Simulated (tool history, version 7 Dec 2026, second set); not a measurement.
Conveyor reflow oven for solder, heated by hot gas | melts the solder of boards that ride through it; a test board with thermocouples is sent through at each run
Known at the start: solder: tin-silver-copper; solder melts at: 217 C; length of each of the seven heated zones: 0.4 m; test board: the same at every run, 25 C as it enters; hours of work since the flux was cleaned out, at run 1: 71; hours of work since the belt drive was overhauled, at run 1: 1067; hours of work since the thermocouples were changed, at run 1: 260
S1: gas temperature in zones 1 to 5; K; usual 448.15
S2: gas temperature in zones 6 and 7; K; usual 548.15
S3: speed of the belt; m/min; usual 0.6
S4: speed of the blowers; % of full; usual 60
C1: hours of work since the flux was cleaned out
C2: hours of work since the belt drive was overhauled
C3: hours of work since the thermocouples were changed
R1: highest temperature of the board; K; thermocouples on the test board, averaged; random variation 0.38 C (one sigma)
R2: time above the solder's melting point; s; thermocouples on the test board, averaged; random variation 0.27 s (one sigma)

run	day	S1	S2	S3	S4	C1	C2	C3	R1	R2
1	0	448.15	548.15	0.6	60	71	1067	260	533.15	68
2	2.408	456.15	548.15	0.6	60	104	1099	292	534.45	72.3
3	4.092	456.15	548.15	0.6	60	126	1122	315	533.95	71.6
4	5.867	457.15	548.15	0.6	60	150	1145	338	533.85	71.9
5	7.633	457.15	548.15	0.6	60	173	1169	362	534.45	72
# day 9.15: flux residue cleaned out of gas plates and filters
6	10.371	448.15	548.15	0.567	60	16	1202	396	533.55	72
7	13.238	448.15	548.15	0.567	60	55	1241	434	533.45	72.2
8	16.4	448.15	548.15	0.6	55	97	1283	476	530.35	65.8
9	18.75	448.15	548.15	0.6	60	128	1314	507	531.15	66.6
10	22.488	448.15	548.15	0.6	60	178	1364	557	530.05	66.7
# day 23.754: flux residue cleaned out of gas plates and filters
11	25.588	448.15	548.15	0.6	60	24	1403	596	533.05	68.8
12	27.475	448.15	548.15	0.6	60	50	1428	621	533.35	68.9
# day 29.346: flux residue cleaned out of gas plates and filters, once more
13	30.812	448.15	548.15	0.6	60	20	1470	663	532.95	69.1
14	33.412	448.15	548.15	0.6	60	54	1504	697	532.55	68.2
# day 36.008: belt drive overhauled, speed set with a stopwatch
15	37.417	448.15	548.15	0.6	60	105	19	749	531.45	64.9
# day 39.058: thermocouples of zones 6 and 7 changed
16	39.408	448.15	548.15	0.549	66	131	44	5	536.45	74.7

The next listed run, before its measurement:
17	42.562	442.15	558.15	0.645	80	173	86	47	?	?

{"run 17": {"R1": 541.95, "R2": 64.1}}
Without the tool's hidden state the same run would have given R1 543.45 K, R2 64.8 s.

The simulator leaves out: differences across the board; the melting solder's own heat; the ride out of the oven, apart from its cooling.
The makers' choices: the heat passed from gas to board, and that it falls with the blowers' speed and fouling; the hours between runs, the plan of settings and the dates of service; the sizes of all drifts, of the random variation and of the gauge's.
